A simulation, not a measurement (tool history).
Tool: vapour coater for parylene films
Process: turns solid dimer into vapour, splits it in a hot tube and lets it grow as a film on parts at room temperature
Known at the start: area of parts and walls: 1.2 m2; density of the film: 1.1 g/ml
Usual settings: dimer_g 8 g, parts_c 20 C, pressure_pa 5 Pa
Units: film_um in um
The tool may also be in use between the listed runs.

| run | hour | dimer_g | parts_c | pressure_pa | film_um |
|---|---|---|---|---|---|
| 1 | 0 | 8 | 20 | 5 | 4.2 |
| 2 | 17.6 | 8 | 22 | 5 | 4.04 |
| 3 | 35.7 | 8 | 20 | 6.57 | 3.95 |
| 4 | 49.6 | 8 | 20 | 5 | 4.19 |
|  | 60.8 | trap's valve overhauled |
| 5 | 79.7 | 8 | 20 | 5 | 4.09 |
| 6 | 106.4 | 8 | 12 | 5 | 4.81 |
| 7 | 132.9 | 14 | 20 | 5 | 6.91 |
| 8 | 163.6 | 8 | 12 | 5 | 4.74 |
| 9 | 177.7 | 8 | 12 | 5 | 4.66 |
|  | 196.8 | trap's valve overhauled, once more |
| 10 | 199.2 | 8 | 20 | 11.49 | 3.72 |
| 11 | 224.7 | 8 | 20 | 11.49 | 3.77 |
| 12 | 238.3 | 8 | 20 | 11.49 | 3.73 |
| 13 | 253.3 | 8 | 20 | 5 | 4.48 |
| 14 | 280 | 8 | 20 | 5 | 4.4 |
| 15 | 304 | 8 | 21 | 5 | 4.29 |
| 16 | 330.6 | 8 | 21 | 5 | 4.31 |
| 17 | 352.4 | 12 | 21 | 5 | 6.41 |
| 18 | 373.3 | 12 | 21 | 5 | 6.44 |
| 19 | 395.3 | 12 | 21 | 5 | 6.45 |
| 20 | 424.1 | 8 | 20 | 5 | 4.37 |
| 21 | 452.2 | 8 | 20 | 5 | 4.42 |
| 22 | 482.3 | 8 | 20 | 5 | 4.33 |
| 23 | 511.3 | 8 | 20 | 5 | 4.41 |
| 24 | 525.5 | 8 | 20 | 5 | 4.37 |
| 25 | 548.5 | 5 | 24 | 2.74 | 2.85 |
| 26 | 566.9 | 5 | 24 | 2.74 | 2.84 |
| 27 | 589 | 5 | 24 | 2.74 | 2.77 |
| 28 | 604.2 | 5 | 26 | 2.89 | 2.65 |
| 29 | 621.6 | 4 | 25 | 2.14 | 2.32 |
| 30 | 651.6 | 4 | 25 | 2.14 | 2.33 |
| 31 | 675.5 | 3 | 31 | 5.25 | 1.25 |
| 32 | 695.9 | 3 | 31 | 2.29 | 1.48 |
| 33 | 716.7 | 13 | 31 | 2.02 | 6.58 |
| 34 | 737.3 | 8 | 32 | 5 | 3.28 |
| 35 | 760.6 | 8 | 32 | 5 | 3.3 |
| 36 | 791 | 4 | 24 | 5 | 1.98 |
| 37 | 821.1 | 6 | 21 | 3.46 | 3.39 |
| 38 | 847.5 | 4 | 17 | 5 | 2.29 |
| 39 | 873.5 | 5 | 30 | 7.43 | 1.96 |
| 40 | 889.3 | 4 | 25 | 4.05 | 2.03 |
| 41 | 908.3 | 4 | 16 | 7.27 | 2.14 |

4 ways to go on from here, each from the tool as it stands after run 41. What would each give?
| A | 932.8 | 4 | 29 | 7.27 | ? |
| B | 932.8 | 7 | 20 | 5.57 | ? |
| C | 932.8 | 4 | 16 | 7.27 | ? |
| D | 932.8 | 8 | 16 | 5 | ? |

| run | film_um |
|---|---|
| A | 1.63 |
| B | 3.56 |
| C | 2.14 |
| D | 4.61 |
Without the tool's hidden state the same runs would have given:
| run | film_um |
|---|---|
| A | 1.74 |
| B | 3.81 |
| C | 2.29 |
| D | 4.93 |
